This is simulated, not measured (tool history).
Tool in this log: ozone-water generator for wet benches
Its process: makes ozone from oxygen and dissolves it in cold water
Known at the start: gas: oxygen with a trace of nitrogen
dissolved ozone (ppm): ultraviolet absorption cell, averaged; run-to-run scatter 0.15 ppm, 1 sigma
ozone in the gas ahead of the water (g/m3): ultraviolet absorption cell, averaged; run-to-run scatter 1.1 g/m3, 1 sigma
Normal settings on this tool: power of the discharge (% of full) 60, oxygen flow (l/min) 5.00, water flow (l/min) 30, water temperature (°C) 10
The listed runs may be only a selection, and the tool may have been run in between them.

| run | hour | power of the discharge (% of full) | oxygen flow (l/min) | water flow (l/min) | water temperature (°C) | dissolved ozone (ppm) | ozone in the gas ahead of the water (g/m3) |
|---|---|---|---|---|---|---|---|
| 1 | 0.0 | 60 | 5.00 | 30 | 10 | 17.8 | 188.2 |
| 2 | 20.9 | 60 | 6.46 | 30 | 10 | 19.5 | 173.2 |
| 3 | 40.0 | 60 | 6.46 | 38 | 10 | 15.2 | 174.9 |
| 4 | 62.8 | 60 | 5.00 | 27 | 10 | 19.6 | 188.2 |
| 5 | 90.8 | 60 | 8.53 | 30 | 10 | 21.4 | 158.9 |
| 6 | 115.9 | 60 | 8.53 | 30 | 10 | 21.0 | 159.2 |
| 7 | 139.2 | 60 | 8.53 | 30 | 10 | 21.3 | 159.1 |
| 8 | 174.9 | 60 | 8.53 | 30 | 10 | 21.3 | 157.2 |
|  | 182.2 | contactor cleaned |
| 9 | 207.8 | 60 | 8.53 | 30 | 10 | 20.7 | 156.6 |
| 10 | 243.7 | 60 | 8.53 | 30 | 10 | 20.8 | 158.0 |
|  | 249.2 | contactor cleaned, once more |
| 11 | 278.2 | 60 | 8.53 | 30 | 10 | 22.0 | 157.0 |
| 12 | 297.1 | 60 | 8.53 | 30 | 10 | 21.8 | 157.9 |
| 13 | 327.3 | 60 | 8.53 | 30 | 10 | 21.7 | 157.3 |
| 14 | 359.3 | 89 | 3.56 | 30 | 10 | 19.8 | 265.1 |
| 15 | 391.9 | 61 | 3.74 | 36 | 6 | 13.4 | 206.2 |
| 16 | 427.2 | 44 | 5.00 | 30 | 11 | 14.7 | 154.0 |
| 17 | 446.5 | 60 | 5.00 | 38 | 10 | 14.2 | 187.6 |
| 18 | 484.0 | 60 | 8.58 | 30 | 9 | 22.1 | 156.3 |

Run 19 has not been measured yet. What should we expect?
| 19 | 500.1 | 60 | 3.31 | 30 | 9 | ? | ? |

dissolved ozone (ppm): 15.1
ozone in the gas ahead of the water (g/m3): 210.9
Take away the tool's hidden state, keep the run-to-run variation as it was, and the same run would have given dissolved ozone (ppm) 15.4, ozone in the gas ahead of the water (g/m3) 213.8.
